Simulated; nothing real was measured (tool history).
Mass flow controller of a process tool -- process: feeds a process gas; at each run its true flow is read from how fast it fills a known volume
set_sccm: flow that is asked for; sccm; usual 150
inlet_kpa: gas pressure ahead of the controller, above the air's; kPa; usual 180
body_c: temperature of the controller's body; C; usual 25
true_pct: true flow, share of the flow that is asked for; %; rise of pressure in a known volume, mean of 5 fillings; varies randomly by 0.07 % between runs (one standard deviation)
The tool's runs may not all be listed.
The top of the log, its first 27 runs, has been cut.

Run 28, hour 2934.1: usual settings but set_sccm 106 sccm, inlet_kpa 236 kPa, body_c 22 C. Result: true_pct 102.77 %.
Run 29, hour 3006.8: usual settings but set_sccm 106 sccm, inlet_kpa 236 kPa, body_c 22 C. Result: true_pct 102.70 %.
Run 30, hour 3152.7: usual settings but set_sccm 106 sccm, inlet_kpa 236 kPa, body_c 22 C. Result: true_pct 103.01 %.
Run 31, hour 3216.4: usual settings but set_sccm 106 sccm, inlet_kpa 236 kPa, body_c 26 C. Result: true_pct 102.65 %.
Run 32, hour 3370.8: usual settings but set_sccm 217 sccm, inlet_kpa 272 kPa, body_c 38 C. Result: true_pct 100.67 %.
Run 33, hour 3505.7: usual settings but set_sccm 217 sccm, inlet_kpa 272 kPa, body_c 38 C. Result: true_pct 100.84 %.
Run 34, hour 3641.8: usual settings but set_sccm 201 sccm, inlet_kpa 259 kPa, body_c 38 C. Result: true_pct 100.99 %.
Run 35, hour 3706.9: usual settings but body_c 34 C. Result: true_pct 101.53 %.
Run 36, hour 3855.6: usual settings but set_sccm 449 sccm, inlet_kpa 149 kPa, body_c 28 C. Result: true_pct 101.51 %.
Run 37, hour 3926.2: usual settings but set_sccm 329 sccm, inlet_kpa 149 kPa, body_c 28 C. Result: true_pct 101.49 %.
Run 38, hour 4052.8: usual settings but set_sccm 387 sccm, inlet_kpa 257 kPa. Result: true_pct 101.74 %.
Run 39, hour 4151.7: usual settings but set_sccm 387 sccm, inlet_kpa 257 kPa. Result: true_pct 101.79 %.
Run 40, hour 4240.3: usual settings but set_sccm 242 sccm, inlet_kpa 224 kPa, body_c 32 C. Result: true_pct 101.26 %.
Run 41, hour 4354.4: usual settings but set_sccm 242 sccm, inlet_kpa 233 kPa, body_c 23 C. Result: true_pct 102.07 %.
Run 42, hour 4491.2: usual settings but set_sccm 242 sccm, inlet_kpa 233 kPa, body_c 23 C. Result: true_pct 102.24 %.
Run 43, hour 4579.4: usual settings but set_sccm 109 sccm, inlet_kpa 223 kPa, body_c 36 C. Result: true_pct 102.52 %.
Run 44, hour 4644.4: usual settings but set_sccm 357 sccm, inlet_kpa 169 kPa, body_c 29 C. Result: true_pct 101.53 %.
Run 45, hour 4787.5: usual settings but set_sccm 109 sccm, body_c 28 C. Result: true_pct 103.06 %.
Run 46, hour 4859.2: usual settings but set_sccm 265 sccm, inlet_kpa 182 kPa, body_c 22 C. Result: true_pct 102.19 %.
Run 47, hour 4987.8: usual settings but set_sccm 265 sccm, inlet_kpa 182 kPa, body_c 22 C. Result: true_pct 102.18 %.

Branching from run 47: 3 alternative next runs. What would each branch give?
Run A, hour 5121.2: usual settings but inlet_kpa 190 kPa. Result: true_pct ?.
Run B, hour 5121.2: usual settings but body_c 22 C. Result: true_pct ?.
Run C, hour 5121.2: usual settings but set_sccm 78 sccm, inlet_kpa 201 kPa. Result: true_pct ?.

run  true_pct
  A    102.72
  B    102.97
  C    104.72
Stripped of hidden state, with their random variation kept, the same runs would have yielded:
run  true_pct
  A     99.01
  B     99.25
  C     98.88
